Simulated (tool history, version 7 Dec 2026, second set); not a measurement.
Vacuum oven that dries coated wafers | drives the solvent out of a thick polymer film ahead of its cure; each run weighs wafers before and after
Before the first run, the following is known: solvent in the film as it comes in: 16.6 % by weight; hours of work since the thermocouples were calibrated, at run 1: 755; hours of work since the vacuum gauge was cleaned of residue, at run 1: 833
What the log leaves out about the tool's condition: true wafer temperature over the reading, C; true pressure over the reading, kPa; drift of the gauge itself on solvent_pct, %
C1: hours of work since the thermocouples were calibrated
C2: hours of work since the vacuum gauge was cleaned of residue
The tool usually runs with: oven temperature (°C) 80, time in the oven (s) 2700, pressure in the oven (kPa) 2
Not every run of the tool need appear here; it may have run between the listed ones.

run 1 hour=0 | oven_temperature_(°C)=80 time_in_the_oven_(s)=2700 pressure_in_the_oven_(kPa)=2 | C1=755 C2=833 | solvent_left_in_the_film_(%)=1.334
run 2 hour=68.1 | oven_temperature_(°C)=80 time_in_the_oven_(s)=2700 pressure_in_the_oven_(kPa)=1.17 | C1=789 C2=868 | solvent_left_in_the_film_(%)=1.005
run 3 hour=147.5 | oven_temperature_(°C)=80 time_in_the_oven_(s)=1680 pressure_in_the_oven_(kPa)=2 | C1=829 C2=908 | solvent_left_in_the_film_(%)=2.48
run 4 hour=212.1 | oven_temperature_(°C)=80 time_in_the_oven_(s)=2700 pressure_in_the_oven_(kPa)=3.22 | C1=861 C2=940 | solvent_left_in_the_film_(%)=1.808
run 5 hour=266.9 | oven_temperature_(°C)=80 time_in_the_oven_(s)=2700 pressure_in_the_oven_(kPa)=3.22 | C1=889 C2=968 | solvent_left_in_the_film_(%)=1.8
run 6 hour=382.1 | oven_temperature_(°C)=80 time_in_the_oven_(s)=2700 pressure_in_the_oven_(kPa)=3.22 | C1=947 C2=1025 | solvent_left_in_the_film_(%)=1.788
run 7 hour=481.1 | oven_temperature_(°C)=91 time_in_the_oven_(s)=1380 pressure_in_the_oven_(kPa)=6.72 | C1=997 C2=1075 | solvent_left_in_the_film_(%)=2.431
run 8 hour=572.6 | oven_temperature_(°C)=91 time_in_the_oven_(s)=1380 pressure_in_the_oven_(kPa)=6.72 | C1=1043 C2=1121 | solvent_left_in_the_film_(%)=2.431
run 9 hour=641.4 | oven_temperature_(°C)=94 time_in_the_oven_(s)=2520 pressure_in_the_oven_(kPa)=2.46 | C1=1077 C2=1156 | solvent_left_in_the_film_(%)=0.642
run 10 hour=720 | oven_temperature_(°C)=94 time_in_the_oven_(s)=2520 pressure_in_the_oven_(kPa)=3.13 | C1=1117 C2=1195 | solvent_left_in_the_film_(%)=0.798

Predict the results of run 11:
run 11 hour=808 | oven_temperature_(°C)=71 time_in_the_oven_(s)=4740 pressure_in_the_oven_(kPa)=2 | C1=1161 C2=1240 | solvent_left_in_the_film_(%)=?

{"run 11": {"solvent left in the film (%)": 1.579}}
On a tool with no hidden condition, and with the same random variation, this run would have come out at solvent left in the film (%) 1.583.

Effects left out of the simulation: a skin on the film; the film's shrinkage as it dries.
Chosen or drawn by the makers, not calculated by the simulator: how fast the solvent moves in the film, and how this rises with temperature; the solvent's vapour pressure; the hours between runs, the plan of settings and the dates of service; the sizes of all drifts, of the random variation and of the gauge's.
